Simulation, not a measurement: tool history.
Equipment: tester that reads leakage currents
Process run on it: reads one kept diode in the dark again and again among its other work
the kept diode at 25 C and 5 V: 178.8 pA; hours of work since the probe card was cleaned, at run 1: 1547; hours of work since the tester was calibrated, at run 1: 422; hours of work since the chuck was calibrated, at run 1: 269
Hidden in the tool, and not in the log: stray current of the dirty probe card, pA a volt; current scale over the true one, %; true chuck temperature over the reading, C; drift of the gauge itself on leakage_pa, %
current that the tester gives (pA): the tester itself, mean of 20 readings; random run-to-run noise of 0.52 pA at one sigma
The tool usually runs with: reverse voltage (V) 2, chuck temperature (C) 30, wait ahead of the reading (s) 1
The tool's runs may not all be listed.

run    hour  reverse voltage (V)  chuck temperature (C)  wait ahead of the reading (s)  hours of work since the probe card was cleaned  hours of work since the tester was calibrated  hours of work since the chuck was calibrated  current that the tester gives (pA)
  1       0                    2                     30                              1                                            1547                                            422                                           269                              170.84
  2    68.8                    2                     30                              1                                            1580                                            454                                           302                              169.92
  3   145.4                    2                     30                              1                                            1616                                            491                                           338                              171.12
  4   289.3                    2                     30                              1                                            1684                                            559                                           406                              170.73
  5   375.2                    2                     30                              1                                            1725                                            599                                           446                              169.73
  6   470.1                 1.15                     30                              1                                            1769                                            644                                           491                              132.01
  7   538.2                 1.15                     37                              1                                            1802                                            676                                           523                              216.83
  8     616                 1.15                     37                              1                                            1838                                            713                                           560                               217.1
  9   726.3                 1.15                     37                              1                                            1890                                            765                                           612                               216.9
 10   849.6                 1.15                     37                              1                                            1949                                            823                                           671                              215.56
 11     942                 1.15                     37                              1                                            1992                                            867                                           714                              215.48
 12  1080.6                    2                     22                              1                                            2058                                            933                                           780                                94.4
 13  1170.6                    2                     22                              1                                            2100                                            975                                           822                               94.36
 14  1278.6                    2                     22                              1                                            2152                                           1026                                           873                               93.96
 15  1397.3                    2                     30                           0.43                                            2208                                           1082                                           930                              170.35
 16  1473.5                    2                     30                           0.43                                            2244                                           1118                                           966                              170.72
 17  1536.9                    2                     30                              1                                            2274                                           1148                                           995                              169.41
 18    1645                    2                     30                              1                                            2325                                           1199                                          1047                              169.98
 19  1704.2                    2                     30                              1                                            2353                                           1227                                          1075                              169.32
 20  1805.2                    2                     30                              1                                            2400                                           1275                                          1122                               169.7
 21  1905.7                    2                     30                              1                                            2448                                           1323                                          1170                              169.34
 22  2020.6                    2                     52                              1                                            2502                                           1377                                          1224                              739.42
 23  2085.3                 5.72                     52                              1                                            2533                                           1407                                          1255                             1195.11
 24  2187.8                    2                     30                           0.74                                            2581                                           1456                                          1303                              168.88
 25  2322.5                    2                     30                           0.74                                            2645                                           1520                                          1367                              169.15
 26  2405.3                 4.29                     32                           0.74                                            2684                                           1559                                          1406                              275.37
 27  2539.9                 4.29                     32                           0.82                                            2748                                           1622                                          1470                              276.12
 28  2661.5                    2                     30                           2.38                                            2805                                           1680                                          1527                              168.37
 29  2783.4                12.05                     30                           2.38                                            2863                                           1737                                          1585                              384.98
     2858.5  -- chuck's temperature calibrated
 30  2879.2                11.82                     44                           0.47                                            2907                                           1782                                            10                             1036.34
 31  2964.6                11.82                     58                           0.74                                            2947                                           1822                                            50                             2479.87
 32  3101.2                11.82                     58                           0.74                                            3012                                           1887                                           115                             2483.19
 33  3180.1                    2                     26                           0.94                                            3049                                           1924                                           152                              130.69
 34  3316.4                 4.12                     26                              1                                            3114                                           1988                                           216                              181.63
 35  3439.2                 7.23                     26                           2.02                                            3172                                           2046                                           274                               236.5
 36  3577.7                 7.23                     26                           7.91                                            3237                                           2112                                           340                              233.68
 37  3659.5                    2                     30                           2.78                                            3276                                           2151                                           379                              173.27
 38    3770                    2                     30                           2.78                                            3328                                           2203                                           431                              173.51
 39  3873.3                 1.31                     28                           2.78                                            3377                                           2252                                           480                              123.42
 40  3962.6                 2.69                     23                           4.08                                            3419                                           2294                                           522                              118.42

3 options for the next run, each taken on its own from the tool as it stands now. Forecast them:
     4081  -- tester calibrated
  A  4081                 14.1                     45                           3.58                                            3474                                              0                                           577                                   ?
     4081  -- tester calibrated
  B  4081                 2.69                     36                            0.3                                            3474                                              0                                           577                                   ?
     4081  -- tester calibrated
  C  4081                19.31                     39                           5.29                                            3474                                              0                                           577                                   ?

run  current that the tester gives (pA)
  A                             1150.53
  B                              297.33
  C                              894.59
The same runs, with their run-to-run variation unchanged, on a tool lacking any hidden condition would have given:
run  current that the tester gives (pA)
  A                             1160.49
  B                              300.56
  C                              898.85
